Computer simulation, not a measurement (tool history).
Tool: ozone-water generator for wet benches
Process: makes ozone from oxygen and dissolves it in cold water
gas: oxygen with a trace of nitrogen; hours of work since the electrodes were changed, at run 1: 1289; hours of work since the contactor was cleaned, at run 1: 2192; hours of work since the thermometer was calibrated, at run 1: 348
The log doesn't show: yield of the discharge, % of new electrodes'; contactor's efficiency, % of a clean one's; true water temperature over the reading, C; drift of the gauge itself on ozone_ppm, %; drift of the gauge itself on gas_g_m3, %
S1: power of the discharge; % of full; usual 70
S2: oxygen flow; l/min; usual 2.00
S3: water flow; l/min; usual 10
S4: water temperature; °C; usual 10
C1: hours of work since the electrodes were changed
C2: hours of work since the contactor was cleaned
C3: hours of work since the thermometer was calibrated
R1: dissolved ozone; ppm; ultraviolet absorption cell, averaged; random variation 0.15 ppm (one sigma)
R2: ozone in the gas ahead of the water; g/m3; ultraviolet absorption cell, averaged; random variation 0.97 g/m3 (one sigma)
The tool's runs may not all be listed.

Run 1, hour 0.0: usual settings; C1 1289; C2 2192; C3 348. Result: R1 17.9 ppm, R2 162.6 g/m3.
Run 2, hour 61.3: usual settings; C1 1332; C2 2235; C3 392. Result: R1 18.2 ppm, R2 163.1 g/m3.
Run 3, hour 92.1: usual settings; C1 1354; C2 2257; C3 413. Result: R1 17.7 ppm, R2 163.0 g/m3.
Run 4, hour 127.5: usual settings; C1 1379; C2 2282; C3 438. Result: R1 18.0 ppm, R2 162.0 g/m3.
Run 5, hour 172.5: usual settings; C1 1411; C2 2314; C3 470. Result: R1 17.9 ppm, R2 160.7 g/m3.
Run 6, hour 218.4: usual settings but S2 1.13 l/min; C1 1443; C2 2346; C3 503. Result: R1 14.8 ppm, R2 199.8 g/m3.
Run 7, hour 247.8: usual settings but S2 1.13 l/min; C1 1464; C2 2367; C3 523. Result: R1 14.5 ppm, R2 199.3 g/m3.
Run 8, hour 308.9: usual settings but S2 1.13 l/min; C1 1507; C2 2410; C3 567. Result: R1 14.6 ppm, R2 197.8 g/m3.
Run 9, hour 368.2: usual settings but S4 16 °C; C1 1549; C2 2452; C3 609. Result: R1 16.6 ppm, R2 161.2 g/m3.
Run 10, hour 415.0: usual settings; C1 1582; C2 2485; C3 642. Result: R1 18.0 ppm, R2 160.2 g/m3.
Run 11, hour 457.2: usual settings; C1 1612; C2 2515; C3 671. Result: R1 17.8 ppm, R2 161.4 g/m3.
Run 12, hour 500.0: usual settings; C1 1642; C2 2545; C3 702. Result: R1 18.1 ppm, R2 162.2 g/m3.
Run 13, hour 558.6: usual settings but S3 9 l/min; C1 1683; C2 2586; C3 743. Result: R1 19.6 ppm, R2 161.0 g/m3.
Run 14, hour 594.2: usual settings; C1 1709; C2 2612; C3 768. Result: R1 17.7 ppm, R2 162.2 g/m3.
Run 15, hour 638.8: usual settings but S2 1.39 l/min; C1 1740; C2 2643; C3 800. Result: R1 15.7 ppm, R2 183.0 g/m3.
Run 16, hour 704.4: usual settings but S3 11 l/min; C1 1786; C2 2689; C3 846. Result: R1 16.4 ppm, R2 160.7 g/m3.
Run 17, hour 767.1: usual settings but S3 11 l/min; C1 1831; C2 2734; C3 890. Result: R1 16.2 ppm, R2 161.6 g/m3.
Run 18, hour 823.4: usual settings but S3 11 l/min; C1 1871; C2 2774; C3 930. Result: R1 16.3 ppm, R2 161.1 g/m3.
Run 19, hour 880.4: usual settings but S3 11 l/min; C1 1911; C2 2814; C3 971. Result: R1 16.5 ppm, R2 161.8 g/m3.
Run 20, hour 912.3: usual settings but S1 66 % of full, S2 1.44 l/min, S3 12 l/min, S4 15 °C; C1 1933; C2 2836; C3 993. Result: R1 12.2 ppm, R2 174.8 g/m3.
Run 21, hour 966.1: usual settings but S1 66 % of full, S2 1.44 l/min, S3 12 l/min, S4 15 °C; C1 1971; C2 2874; C3 1031. Result: R1 12.4 ppm, R2 172.2 g/m3.
Run 22, hour 1015.2: usual settings but S1 42 % of full, S2 1.44 l/min, S3 7 l/min, S4 7 °C; C1 2006; C2 2909; C3 1066. Result: R1 16.7 ppm, R2 132.3 g/m3.
Run 23, hour 1060.8: usual settings but S1 88 % of full, S2 1.16 l/min, S3 8 l/min, S4 6 °C; C1 2038; C2 2941; C3 1098. Result: R1 21.4 ppm, R2 222.8 g/m3.
Run 24, hour 1101.3: usual settings but S1 88 % of full, S2 1.16 l/min, S3 8 l/min, S4 6 °C; C1 2067; C2 2970; C3 1127. Result: R1 21.3 ppm, R2 224.6 g/m3.
At hour 1115.2: contactor cleaned.
Run 25, hour 1142.6: usual settings but S1 88 % of full, S2 1.16 l/min, S3 13 l/min, S4 6 °C; C1 2093; C2 19; C3 1153. Result: R1 13.1 ppm, R2 222.2 g/m3.
Run 26, hour 1208.0: usual settings but S1 88 % of full, S2 1.16 l/min, S3 13 l/min, S4 6 °C; C1 2140; C2 66; C3 1199. Result: R1 13.2 ppm, R2 222.8 g/m3.
Run 27, hour 1244.6: usual settings but S1 48 % of full, S2 2.32 l/min; C1 2165; C2 91; C3 1225. Result: R1 15.0 ppm, R2 119.9 g/m3.
Run 28, hour 1275.6: usual settings but S1 75 % of full, S2 2.04 l/min; C1 2187; C2 113; C3 1247. Result: R1 18.9 ppm, R2 162.2 g/m3.
Run 29, hour 1307.4: usual settings but S1 69 % of full, S2 2.04 l/min, S3 16 l/min; C1 2210; C2 136; C3 1269. Result: R1 11.5 ppm, R2 154.0 g/m3.
Run 30, hour 1370.7: usual settings but S3 7 l/min; C1 2255; C2 181; C3 1314. Result: R1 24.1 ppm, R2 158.8 g/m3.
Run 31, hour 1415.4: usual settings but S3 7 l/min; C1 2286; C2 212; C3 1346. Result: R1 24.4 ppm, R2 158.5 g/m3.
Run 32, hour 1463.9: usual settings but S2 2.58 l/min, S3 13 l/min; C1 2320; C2 246; C3 1380. Result: R1 15.3 ppm, R2 144.9 g/m3.

How the hidden state differs across the entries between the runs, from the last listed run before each to the first after it:
Between runs 24 and 25: contactor cleaned (hour 1115.2)
  yield of the discharge, % of new electrodes': 95.6 -> 95.5; contactor's efficiency, % of a clean one's: 92.8 -> 99.6
  measured less the result without the state, R1: -1.6 -> -0.7 ppm; R2: -12.0 -> -12.0 g/m3
